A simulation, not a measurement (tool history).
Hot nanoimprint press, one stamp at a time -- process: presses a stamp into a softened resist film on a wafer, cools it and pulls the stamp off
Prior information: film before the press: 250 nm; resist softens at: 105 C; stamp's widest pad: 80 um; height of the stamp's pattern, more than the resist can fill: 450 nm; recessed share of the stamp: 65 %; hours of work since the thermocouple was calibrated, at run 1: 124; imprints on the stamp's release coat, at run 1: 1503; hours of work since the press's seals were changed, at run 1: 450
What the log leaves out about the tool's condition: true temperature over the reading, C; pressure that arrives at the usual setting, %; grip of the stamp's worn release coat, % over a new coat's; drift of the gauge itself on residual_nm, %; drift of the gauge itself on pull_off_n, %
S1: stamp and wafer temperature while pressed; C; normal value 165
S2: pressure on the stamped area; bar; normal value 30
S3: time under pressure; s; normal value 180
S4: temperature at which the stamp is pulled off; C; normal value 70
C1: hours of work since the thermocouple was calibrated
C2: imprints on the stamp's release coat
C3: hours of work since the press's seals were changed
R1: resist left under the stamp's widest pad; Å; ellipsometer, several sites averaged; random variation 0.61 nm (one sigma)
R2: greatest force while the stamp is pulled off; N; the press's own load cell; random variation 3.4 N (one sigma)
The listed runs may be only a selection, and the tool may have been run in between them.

{"run": 1, "day": 0.0, "S1": 165, "S2": 30, "S3": 180, "S4": 70, "C1": 124, "C2": 1503, "C3": 450, "R1": 1010, "R2": 277}
{"run": 2, "day": 1.279, "S1": 165, "S2": 30, "S3": 180, "S4": 70, "C1": 146, "C2": 1682, "C3": 473, "R1": 1020, "R2": 297}
{"run": 3, "day": 2.821, "S1": 165, "S2": 30, "S3": 180, "S4": 70, "C1": 173, "C2": 1897, "C3": 499, "R1": 1036, "R2": 323}
{"day": 4.292, "done": "stamp cleaned and given a new release coat"}
{"run": 4, "day": 5.408, "S1": 165, "S2": 30, "S3": 180, "S4": 70, "C1": 214, "C2": 156, "C3": 540, "R1": 1048, "R2": 178}
{"run": 5, "day": 6.896, "S1": 165, "S2": 30, "S3": 180, "S4": 70, "C1": 240, "C2": 364, "C3": 566, "R1": 1040, "R2": 184}
{"day": 9.067, "done": "press's hydraulic seals changed and the load cell set to zero"}
{"run": 6, "day": 9.096, "S1": 165, "S2": 30, "S3": 180, "S4": 70, "C1": 273, "C2": 624, "C3": 0, "R1": 1024, "R2": 204}
{"run": 7, "day": 11.05, "S1": 165, "S2": 30, "S3": 180, "S4": 70, "C1": 307, "C2": 897, "C3": 35, "R1": 1040, "R2": 237}
{"run": 8, "day": 12.388, "S1": 165, "S2": 30, "S3": 180, "S4": 70, "C1": 331, "C2": 1084, "C3": 58, "R1": 1038, "R2": 249}
{"run": 9, "day": 14.862, "S1": 165, "S2": 30, "S3": 180, "S4": 70, "C1": 374, "C2": 1429, "C3": 101, "R1": 1049, "R2": 286}
{"run": 10, "day": 17.525, "S1": 153, "S2": 30, "S3": 180, "S4": 70, "C1": 420, "C2": 1801, "C3": 148, "R1": 1838, "R2": 301}
{"run": 11, "day": 19.133, "S1": 153, "S2": 30, "S3": 180, "S4": 70, "C1": 449, "C2": 2026, "C3": 176, "R1": 1853, "R2": 333}
{"day": 19.825, "done": "stamp cleaned and given a new release coat"}
{"run": 12, "day": 20.746, "S1": 153, "S2": 30, "S3": 180, "S4": 70, "C1": 472, "C2": 129, "C3": 200, "R1": 1888, "R2": 179}
{"day": 23.204, "done": "plate thermocouple calibrated"}
{"run": 13, "day": 23.371, "S1": 153, "S2": 30, "S3": 180, "S4": 70, "C1": 3, "C2": 478, "C3": 244, "R1": 1760, "R2": 193}
{"run": 14, "day": 24.829, "S1": 153, "S2": 30, "S3": 180, "S4": 70, "C1": 28, "C2": 681, "C3": 269, "R1": 1774, "R2": 215}
{"run": 15, "day": 27.142, "S1": 165, "S2": 30, "S3": 180, "S4": 70, "C1": 69, "C2": 1004, "C3": 310, "R1": 1004, "R2": 245}
{"run": 16, "day": 28.75, "S1": 165, "S2": 30, "S3": 180, "S4": 70, "C1": 97, "C2": 1229, "C3": 338, "R1": 1000, "R2": 257}
{"run": 17, "day": 31.092, "S1": 165, "S2": 26.6, "S3": 124, "S4": 70, "C1": 138, "C2": 1556, "C3": 379, "R1": 1247, "R2": 303}
{"run": 18, "day": 32.279, "S1": 173, "S2": 30, "S3": 347, "S4": 68, "C1": 159, "C2": 1721, "C3": 399, "R1": 494, "R2": 307}
{"run": 19, "day": 33.45, "S1": 163, "S2": 25.2, "S3": 152, "S4": 61, "C1": 179, "C2": 1885, "C3": 420, "R1": 1291, "R2": 354}
{"run": 20, "day": 34.65, "S1": 164, "S2": 38.7, "S3": 173, "S4": 59, "C1": 200, "C2": 2052, "C3": 441, "R1": 981, "R2": 389}
{"day": 35.075, "done": "stamp cleaned and given a new release coat"}
{"run": 21, "day": 37.404, "S1": 154, "S2": 18.1, "S3": 104, "S4": 70, "C1": 244, "C2": 325, "C3": 485, "R1": 2145, "R2": 179}
{"run": 22, "day": 38.512, "S1": 170, "S2": 40.9, "S3": 91, "S4": 62, "C1": 263, "C2": 480, "C3": 504, "R1": 938, "R2": 222}
{"run": 23, "day": 40.904, "S1": 165, "S2": 18.8, "S3": 180, "S4": 63, "C1": 305, "C2": 813, "C3": 546, "R1": 1267, "R2": 242}
{"run": 24, "day": 43.275, "S1": 165, "S2": 18.8, "S3": 180, "S4": 63, "C1": 347, "C2": 1145, "C3": 587, "R1": 1274, "R2": 274}
{"day": 44.146, "done": "press's hydraulic seals changed and the load cell set to zero"}
{"run": 25, "day": 45.238, "S1": 176, "S2": 36, "S3": 180, "S4": 70, "C1": 375, "C2": 1372, "C3": 19, "R1": 533, "R2": 274}
{"run": 26, "day": 46.425, "S1": 163, "S2": 30, "S3": 180, "S4": 73, "C1": 396, "C2": 1538, "C3": 40, "R1": 1178, "R2": 278}
{"run": 27, "day": 48.375, "S1": 176, "S2": 30, "S3": 180, "S4": 73, "C1": 430, "C2": 1810, "C3": 74, "R1": 592, "R2": 295}
{"day": 50.421, "done": "stamp cleaned and given a new release coat"}
{"run": 28, "day": 51.058, "S1": 176, "S2": 36.7, "S3": 332, "S4": 63, "C1": 473, "C2": 90, "C3": 117, "R1": 408, "R2": 182}
{"run": 29, "day": 52.229, "S1": 176, "S2": 36.7, "S3": 196, "S4": 73, "C1": 493, "C2": 253, "C3": 137, "R1": 520, "R2": 175}
{"day": 53.383, "done": "plate thermocouple calibrated"}
{"run": 30, "day": 53.558, "S1": 176, "S2": 36.7, "S3": 196, "S4": 73, "C1": 3, "C2": 421, "C3": 158, "R1": 482, "R2": 178}
{"run": 31, "day": 56.008, "S1": 165, "S2": 19.2, "S3": 165, "S4": 70, "C1": 46, "C2": 763, "C3": 201, "R1": 1226, "R2": 215}

What if the next run were any one of these 3? Each begins from the tool's condition after run 31:
{"run": "A", "day": 57.675, "S1": 157, "S2": 26.1, "S3": 180, "S4": 70, "C1": 75, "C2": 996, "C3": 230, "R1": "?", "R2": "?"}
{"run": "B", "day": 57.675, "S1": 165, "S2": 19.2, "S3": 165, "S4": 62, "C1": 75, "C2": 996, "C3": 230, "R1": "?", "R2": "?"}
{"run": "C", "day": 57.675, "S1": 165, "S2": 19.2, "S3": 146, "S4": 70, "C1": 75, "C2": 996, "C3": 230, "R1": "?", "R2": "?"}

run=A R1=1574 R2=239
run=B R1=1242 R2=265
run=C R1=1303 R2=238
With no hidden state in the tool, these same runs would have given:
run=A R1=1546 R2=162
run=B R1=1218 R2=180
run=C R1=1279 R2=162

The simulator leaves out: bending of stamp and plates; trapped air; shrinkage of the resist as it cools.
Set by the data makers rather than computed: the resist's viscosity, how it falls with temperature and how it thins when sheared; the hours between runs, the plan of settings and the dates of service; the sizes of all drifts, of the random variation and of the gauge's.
